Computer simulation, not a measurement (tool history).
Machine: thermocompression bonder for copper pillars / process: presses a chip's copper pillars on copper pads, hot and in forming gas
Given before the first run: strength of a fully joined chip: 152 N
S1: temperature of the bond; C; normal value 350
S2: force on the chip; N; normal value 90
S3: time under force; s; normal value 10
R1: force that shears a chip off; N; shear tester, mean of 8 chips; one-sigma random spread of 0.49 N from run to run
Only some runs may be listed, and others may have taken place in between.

run 1 hour=0.0 | S1=350 S2=90 S3=10 | R1=66.0
-- hour=11.4 forming gas filter changed
run 2 hour=18.6 | S1=350 S2=88 S3=10 | R1=69.5
run 3 hour=34.4 | S1=350 S2=90 S3=11 | R1=73.0
run 4 hour=47.2 | S1=350 S2=90 S3=10 | R1=70.3
run 5 hour=58.1 | S1=350 S2=98 S3=10 | R1=74.0
run 6 hour=67.0 | S1=350 S2=98 S3=10 | R1=74.3
run 7 hour=83.4 | S1=350 S2=90 S3=10 | R1=69.9
run 8 hour=99.8 | S1=350 S2=90 S3=10 | R1=69.8
run 9 hour=112.3 | S1=350 S2=90 S3=10 | R1=69.2
run 10 hour=126.7 | S1=350 S2=90 S3=10 | R1=69.6
-- hour=146.0 heater calibrated with a thermocouple chip
run 11 hour=146.5 | S1=364 S2=90 S3=10 | R1=72.2
run 12 hour=162.6 | S1=321 S2=110 S3=24 | R1=78.8
run 13 hour=180.5 | S1=350 S2=90 S3=6 | R1=53.3
run 14 hour=197.9 | S1=335 S2=128 S3=10 | R1=73.1
run 15 hour=215.2 | S1=335 S2=128 S3=10 | R1=72.7
run 16 hour=229.6 | S1=364 S2=79 S3=6 | R1=54.6
run 17 hour=239.7 | S1=364 S2=79 S3=6 | R1=54.4
run 18 hour=250.4 | S1=337 S2=116 S3=9 | R1=67.9
run 19 hour=268.4 | S1=350 S2=85 S3=7 | R1=54.4

Below, some changes in R1 between adjacent runs. For each, the amount present without the hidden state too (settings, incoming material, random variation) and the amount remaining for the hidden state with gauge scatter not shared by both compared results:
The hidden state here: true temperature of the bond over the reading, C; force that reaches the chip, % of what is set; oxide that the forming gas leaves, % of the face; drift of the gauge itself on shear_n, %.
Run 10 -> 11: S1 350 -> 364, heater calibrated with a thermocouple chip. R1 +2.6 N: hidden state -5.1, all else +7.7.
Run 12 -> 13: S1 321 -> 350, S2 110 -> 90, S3 24 -> 6. R1 -25.5 N: hidden state -0.1, all else -25.4.
